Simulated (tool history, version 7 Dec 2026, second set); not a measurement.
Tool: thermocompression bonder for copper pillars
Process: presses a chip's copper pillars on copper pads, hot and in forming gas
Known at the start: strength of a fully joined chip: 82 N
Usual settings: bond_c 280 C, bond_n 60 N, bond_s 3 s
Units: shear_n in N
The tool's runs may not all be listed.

run	hour	bond_c	bond_n	bond_s	shear_n
1	0.0	280	60	3	48.6
2	9.4	280	60	7	60.7
3	15.1	280	60	4	52.7
4	24.3	280	60	3	48.3
5	29.0	280	60	3	48.2
6	35.8	280	60	3	48.2
7	41.3	280	60	3	48.0
8	51.0	280	60	3	48.0
9	57.1	280	60	3	47.9
10	62.1	280	60	3	48.3
11	71.1	280	60	3	48.3
# hour 73.5: force cell calibrated
12	78.4	280	38	2	30.9
13	85.0	275	57	3	44.5
14	91.5	266	71	6	55.1
15	100.8	283	89	3	59.6
16	108.0	284	50	7	57.4
17	118.0	284	50	7	57.1

Forecast run 18:
18	125.5	296	39	5	?

shear_n: 51.9 N
Without the tool's hidden state the same run would have given shear_n 49.6 N.

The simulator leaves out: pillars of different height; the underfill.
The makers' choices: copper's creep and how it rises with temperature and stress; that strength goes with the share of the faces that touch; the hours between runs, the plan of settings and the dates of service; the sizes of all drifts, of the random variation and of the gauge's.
